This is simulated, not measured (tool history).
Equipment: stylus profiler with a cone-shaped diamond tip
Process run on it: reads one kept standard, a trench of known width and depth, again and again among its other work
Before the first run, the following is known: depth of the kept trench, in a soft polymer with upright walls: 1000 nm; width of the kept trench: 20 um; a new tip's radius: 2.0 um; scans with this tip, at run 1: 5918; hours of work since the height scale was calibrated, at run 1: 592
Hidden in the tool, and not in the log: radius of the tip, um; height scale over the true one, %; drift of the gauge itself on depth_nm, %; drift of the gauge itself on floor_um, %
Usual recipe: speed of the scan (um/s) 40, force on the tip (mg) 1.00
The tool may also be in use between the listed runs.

run,day,speed of the scan (um/s),force on the tip (mg),scans with this tip,hours of work since the height scale was calibrated,depth of the trench (nm),width of the trench's floor (um)
1,0.000,40,1.00,5918,592,1011.06,15.77
2,4.888,40,1.00,6581,658,1011.68,15.71
3,8.625,40,1.00,7087,709,1011.20,15.68
4,14.075,40,1.00,7827,783,1011.53,15.53
5,17.858,40,1.00,8340,834,1011.45,15.60
6,21.121,40,1.00,8782,879,1011.83,15.56
7,23.392,19,1.00,9091,909,1011.99,15.68
8,27.771,87,1.00,9685,969,1011.79,15.12
9,32.121,87,1.00,10275,1028,1012.16,15.03
10,35.125,87,2.60,10682,1069,1020.49,15.30
11,38.162,87,2.60,11094,1110,1020.44,15.31
12,41.433,20,0.68,11537,1154,1010.55,15.51
# day 41.888: height scale calibrated on a step standard
13,45.788,20,0.68,12125,53,1011.43,15.45
14,49.171,26,0.37,12584,99,1008.74,15.25
# day 51.962: height scale calibrated on a step standard, once more
15,54.638,17,1.85,13323,36,1014.09,15.51
16,60.038,17,1.85,14055,110,1013.67,15.46
17,64.821,17,1.85,14704,175,1013.77,15.41
18,67.792,38,2.51,15107,215,1017.39,15.25
19,70.975,11,2.51,15539,258,1017.90,15.37
20,74.179,11,2.51,15973,301,1017.26,15.38
21,79.371,11,2.51,16677,372,1017.35,15.36
22,84.150,36,0.56,17326,437,1007.59,14.92

Results for each run, recomputed without the tool's hidden state and with each run's random variation untouched:
run,depth of the trench (nm),width of the trench's floor (um)
1,1009.09,16.20
2,1009.53,16.19
3,1008.91,16.20
4,1009.04,16.11
5,1008.84,16.21
6,1009.10,16.21
7,1009.18,16.35
8,1008.83,15.83
9,1009.04,15.78
10,1017.25,16.07
11,1017.08,16.12
12,1007.10,16.34
13,1007.28,16.32
14,1004.49,16.15
15,1013.88,16.46
16,1013.26,16.47
17,1013.20,16.45
18,1016.70,16.33
19,1017.09,16.47
20,1016.31,16.51
21,1016.20,16.54
22,1006.28,16.14
